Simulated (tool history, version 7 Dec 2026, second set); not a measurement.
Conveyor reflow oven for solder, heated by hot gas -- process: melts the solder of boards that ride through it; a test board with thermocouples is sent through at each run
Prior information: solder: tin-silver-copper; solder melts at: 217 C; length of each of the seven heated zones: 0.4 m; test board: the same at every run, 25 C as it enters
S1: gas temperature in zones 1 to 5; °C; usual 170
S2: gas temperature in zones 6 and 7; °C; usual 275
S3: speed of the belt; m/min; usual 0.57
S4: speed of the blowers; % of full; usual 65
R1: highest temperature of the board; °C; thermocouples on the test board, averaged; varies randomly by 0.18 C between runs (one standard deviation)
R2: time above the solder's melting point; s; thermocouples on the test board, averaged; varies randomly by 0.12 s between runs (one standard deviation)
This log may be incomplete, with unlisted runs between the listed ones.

| run | hour | S1 | S2 | S3 | S4 | R1 | R2 |
|---|---|---|---|---|---|---|---|
| 1 | 0 | 170 | 275 | 0.57 | 65 | 260.2 | 68.3 |
| 2 | 15.3 | 170 | 275 | 0.57 | 65 | 260 | 68 |
| 3 | 39.5 | 170 | 275 | 0.57 | 65 | 259.5 | 68.2 |
| 4 | 59.9 | 159 | 275 | 0.57 | 65 | 257.9 | 63.4 |
| 5 | 94.4 | 159 | 275 | 0.57 | 65 | 258 | 63.6 |
| 6 | 120 | 159 | 275 | 0.57 | 65 | 257.7 | 63.4 |
| 7 | 139.7 | 159 | 275 | 0.57 | 65 | 258 | 63.2 |
| 8 | 166.5 | 170 | 275 | 0.57 | 65 | 258.9 | 67.8 |
| 9 | 197.4 | 170 | 275 | 0.57 | 65 | 259.1 | 67.8 |
| 10 | 212.1 | 161 | 275 | 0.57 | 65 | 257.9 | 63.9 |
| 11 | 237.3 | 156 | 275 | 0.57 | 65 | 257.1 | 61.7 |
| 12 | 263.1 | 156 | 275 | 0.57 | 65 | 256.8 | 61.6 |
| 13 | 290.4 | 156 | 284 | 0.57 | 65 | 265 | 66.9 |
| 14 | 317.8 | 156 | 284 | 0.57 | 65 | 264.9 | 66.7 |
| 15 | 337.7 | 156 | 284 | 0.57 | 65 | 264.9 | 66.7 |
| 16 | 368.7 | 156 | 284 | 0.57 | 65 | 264.6 | 66.4 |
| 17 | 384.6 | 171 | 264 | 0.57 | 56 | 247.3 | 58.7 |
| 18 | 401.4 | 171 | 264 | 0.57 | 56 | 247 | 58.6 |
| 19 | 425.7 | 173 | 272 | 0.57 | 56 | 254.7 | 65.6 |
| 20 | 440.7 | 173 | 272 | 0.57 | 56 | 254.5 | 65.3 |
| 21 | 455.6 | 173 | 272 | 0.57 | 56 | 254.3 | 65.4 |
| 22 | 470.3 | 163 | 289 | 0.516 | 65 | 272.9 | 81.7 |
| 23 | 505.6 | 163 | 289 | 0.572 | 65 | 269.3 | 71.1 |
|  | 535 | thermocouples of zones 6 and 7 changed |
| 24 | 538.8 | 163 | 279 | 0.669 | 65 | 256.8 | 53.2 |
| 25 | 558.6 | 163 | 279 | 0.596 | 84 | 264.4 | 65.6 |
| 26 | 578.7 | 163 | 279 | 0.596 | 84 | 263.9 | 65.7 |
| 27 | 607.6 | 163 | 279 | 0.596 | 84 | 263.8 | 65.4 |
| 28 | 633.1 | 163 | 279 | 0.596 | 84 | 263.6 | 65.6 |
| 29 | 666.7 | 178 | 276 | 0.57 | 65 | 261.8 | 72.7 |
| 30 | 695.3 | 178 | 276 | 0.66 | 65 | 256.9 | 59.1 |

Measured result minus the same run's result without the hidden state. Both carry the same run-to-run variation, though not necessarily the same gauge scatter:
Hidden state present: heat that the gas passes to the board, % of a clean oven's; belt's true speed, % of the reading; true gas temperature in zones 6 and 7 over the reading, C; drift of the gauge itself on peak_c, C; drift of the gauge itself on liquid_s, %.
| run | R1 | R2 |
|---|---|---|
| 1 | -1.8 | -0.7 |
| 2 | -1.8 | -0.7 |
| 3 | -1.9 | -0.7 |
| 4 | -2.1 | -1 |
| 5 | -2.3 | -1 |
| 6 | -2.4 | -1.2 |
| 7 | -2.4 | -1.2 |
| 8 | -2.5 | -1.1 |
| 9 | -2.6 | -1.1 |
| 10 | -2.8 | -1.4 |
| 11 | -2.9 | -1.6 |
| 12 | -3 | -1.7 |
| 13 | -3.2 | -1.4 |
| 14 | -3.3 | -1.4 |
| 15 | -3.5 | -1.4 |
| 16 | -3.6 | -1.5 |
| 17 | -3.3 | -2.4 |
| 18 | -3.3 | -2.6 |
| 19 | -3.5 | -2 |
| 20 | -3.6 | -2 |
| 21 | -3.6 | -2.1 |
| 22 | -3.9 | -1.1 |
| 23 | -4.3 | -1.5 |
| 24 | -1.9 | -0.8 |
| 25 | -1.8 | -0.5 |
| 26 | -1.9 | -0.5 |
| 27 | -2 | -0.7 |
| 28 | -2.2 | -0.7 |
| 29 | -1.8 | -0.3 |
| 30 | -2.3 | -0.9 |
